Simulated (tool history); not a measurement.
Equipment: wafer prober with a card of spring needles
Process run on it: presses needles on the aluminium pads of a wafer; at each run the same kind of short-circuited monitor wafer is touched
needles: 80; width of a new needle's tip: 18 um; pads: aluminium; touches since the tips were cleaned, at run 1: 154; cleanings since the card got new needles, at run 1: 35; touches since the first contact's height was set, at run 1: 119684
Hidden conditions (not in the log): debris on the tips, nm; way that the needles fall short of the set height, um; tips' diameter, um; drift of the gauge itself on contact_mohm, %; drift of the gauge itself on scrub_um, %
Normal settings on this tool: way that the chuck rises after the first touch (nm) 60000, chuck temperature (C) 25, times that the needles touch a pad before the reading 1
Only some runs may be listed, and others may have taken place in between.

run,day,way that the chuck rises after the first touch (nm),chuck temperature (C),times that the needles touch a pad before the reading,touches since the tips were cleaned,cleanings since the card got new needles,touches since the first contact's height was set,resistance of one needle with its contact and lead (mohm),way that a needle slides on the pad (nm)
1,0,60000,25,1,154,35,119684,279,13570
# day 0.496: tips cleaned on abrasive film
2,0.633,60000,25,1,871,36,123742,279,13440
# day 1.012: tips cleaned on abrasive film
3,1.025,60000,25,1,94,37,126258,269,13390
4,1.492,60000,25,1,3106,37,129270,279,13440
# day 1.529: tips cleaned on abrasive film
5,1.888,60000,25,1,2313,38,131812,271,13470
# day 2.079: tips cleaned on abrasive film
6,2.392,60000,25,1,2019,39,135045,275,13440
# day 2.621: tips cleaned on abrasive film
7,2.75,60000,25,1,828,40,137325,273,13480
# day 3.15: tips cleaned on abrasive film
8,3.217,60000,25,1,415,41,140311,280,13460
# day 3.721: tips cleaned on abrasive film
9,3.742,60000,25,1,132,42,143697,275,13440
# day 4.246: tips cleaned on abrasive film
10,4.4,77000,25,1,981,43,147906,277,17250
# day 4.758: tips cleaned on abrasive film
11,5.175,60000,96,1,2699,44,152907,298,13430
# day 5.271: tips cleaned on abrasive film
# day 5.8: tips cleaned on abrasive film
12,5.862,60000,50,1,410,46,157293,283,13470
# day 6.3: tips cleaned on abrasive film
13,6.325,60000,50,1,141,47,160246,284,13450
# day 6.804: tips cleaned on abrasive film
14,7.15,60000,50,1,2239,48,165575,284,13410
# day 7.333: tips cleaned on abrasive film
15,7.55,60000,50,1,1403,49,168124,280,13420
# day 7.838: tips cleaned on abrasive film
16,8.225,60000,25,1,2490,50,172456,277,13460
# day 8.358: tips cleaned on abrasive film
# day 8.883: tips cleaned on abrasive film
17,8.942,44000,25,1,379,52,177047,284,9870
# day 9.438: tips cleaned on abrasive film
18,9.75,64000,25,1,2006,53,182232,279,14270
# day 9.958: tips cleaned on abrasive film
19,10.225,64000,25,1,1724,54,185286,275,14330
# day 10.475: tips cleaned on abrasive film
20,10.779,74000,41,1,1978,55,188845,281,16570
# day 10.979: tips cleaned on abrasive film
21,11.154,60000,25,2,1154,56,191252,272,13440
# day 11.517: tips cleaned on abrasive film
22,11.708,60000,25,2,1233,57,194793,273,13450
# day 12.038: tips cleaned on abrasive film
23,12.488,51000,86,3,2911,58,199818,303,11390
# day 12.567: tips cleaned on abrasive film
# day 12.962: height of the first contact set anew
# day 13.096: tips cleaned on abrasive film
24,13.171,51000,26,1,499,60,1334,279,11380
# day 13.638: tips cleaned on abrasive film
25,13.75,62000,25,1,702,61,5035,274,13900
# day 14.167: tips cleaned on abrasive film
26,14.442,62000,25,1,1755,62,9481,274,13910
# day 14.7: tips cleaned on abrasive film
27,15.121,62000,25,1,2728,63,13856,273,13810
# day 15.246: tips cleaned on abrasive film
28,15.504,62000,25,1,1686,64,16317,272,13900
# day 15.762: tips cleaned on abrasive film
29,15.888,62000,25,1,791,65,18751,273,13900
# day 16.283: tips cleaned on abrasive film
30,16.292,54000,25,1,69,66,21352,278,12130
# day 16.8: tips cleaned on abrasive film
31,16.8,54000,121,2,0,67,24617,306,12150
# day 17.325: tips cleaned on abrasive film
32,17.35,42000,82,3,161,68,28141,303,9440

Take each entry between the runs: how does the hidden state at the last listed run before it differ from the hidden state at the first listed run after it?
Runs 1 to 2: tips cleaned on abrasive film (day 0.496)
  debris on the tips, nm: 0.1 -> 0.4; way that the needles fall short of the set height, um: 0.03 -> 0.04
Runs 2 to 3: tips cleaned on abrasive film (day 1.012)
  debris on the tips, nm: 0.4 -> 0.1
Runs 4 to 5: tips cleaned on abrasive film (day 1.529)
  debris on the tips, nm: 0.9 -> 0.7
Runs 5 to 6: tips cleaned on abrasive film (day 2.079)
  no hidden state differs between the two runs
Runs 6 to 7: tips cleaned on abrasive film (day 2.621)
  debris on the tips, nm: 0.7 -> 0.3
Runs 7 to 8: tips cleaned on abrasive film (day 3.15)
  no hidden state differs between the two runs
Runs 8 to 9: tips cleaned on abrasive film (day 3.721)
  debris on the tips, nm: 0.3 -> 0.1
Runs 9 to 10: tips cleaned on abrasive film (day 4.246)
  debris on the tips, nm: 0.1 -> 0.4
Runs 10 to 11: tips cleaned on abrasive film (day 4.758)
  debris on the tips, nm: 0.4 -> 0.8; tips' diameter, um: 18.01 -> 18.02
Runs 11 to 12: tips cleaned on abrasive film (day 5.271); tips cleaned on abrasive film (day 5.8)
  debris on the tips, nm: 0.8 -> 0.2; way that the needles fall short of the set height, um: 0.04 -> 0.05
Runs 12 to 13: tips cleaned on abrasive film (day 6.3)
  debris on the tips, nm: 0.2 -> 0.1
Runs 13 to 14: tips cleaned on abrasive film (day 6.804)
  debris on the tips, nm: 0.1 -> 0.7
Runs 14 to 15: tips cleaned on abrasive film (day 7.333)
  debris on the tips, nm: 0.7 -> 0.6
Runs 15 to 16: tips cleaned on abrasive film (day 7.838)
  debris on the tips, nm: 0.6 -> 0.8
Runs 16 to 17: tips cleaned on abrasive film (day 8.358); tips cleaned on abrasive film (day 8.883)
  debris on the tips, nm: 0.8 -> 0.2
Runs 17 to 18: tips cleaned on abrasive film (day 9.438)
  debris on the tips, nm: 0.2 -> 0.7
Runs 18 to 19: tips cleaned on abrasive film (day 9.958)
  debris on the tips, nm: 0.7 -> 0.6
Runs 19 to 20: tips cleaned on abrasive film (day 10.475)
  debris on the tips, nm: 0.6 -> 0.7
Runs 20 to 21: tips cleaned on abrasive film (day 10.979)
  debris on the tips, nm: 0.7 -> 0.5
Runs 21 to 22: tips cleaned on abrasive film (day 11.517)
  debris on the tips, nm: 0.5 -> 0.4; way that the needles fall short of the set height, um: 0.05 -> 0.06
Runs 22 to 23: tips cleaned on abrasive film (day 12.038)
  debris on the tips, nm: 0.4 -> 0.9
Runs 23 to 24: tips cleaned on abrasive film (day 12.567); height of the first contact set anew (day 12.962); tips cleaned on abrasive film (day 13.096)
  debris on the tips, nm: 0.9 -> 0.2; way that the needles fall short of the set height, um: 0.06 -> 0
Runs 24 to 25: tips cleaned on abrasive film (day 13.638)
  debris on the tips, nm: 0.2 -> 0.3
Runs 25 to 26: tips cleaned on abrasive film (day 14.167)
  debris on the tips, nm: 0.3 -> 0.6
Runs 26 to 27: tips cleaned on abrasive film (day 14.7)
  debris on the tips, nm: 0.6 -> 0.8
Runs 27 to 28: tips cleaned on abrasive film (day 15.246)
  debris on the tips, nm: 0.8 -> 0.6
Runs 28 to 29: tips cleaned on abrasive film (day 15.762)
  debris on the tips, nm: 0.6 -> 0.4; way that the needles fall short of the set height, um: 0 -> 0.01
Runs 29 to 30: tips cleaned on abrasive film (day 16.283)
  debris on the tips, nm: 0.4 -> 0.1
Runs 30 to 31: tips cleaned on abrasive film (day 16.8)
  no hidden state differs between the two runs
Runs 31 to 32: tips cleaned on abrasive film (day 17.325)
  no hidden state differs between the two runs
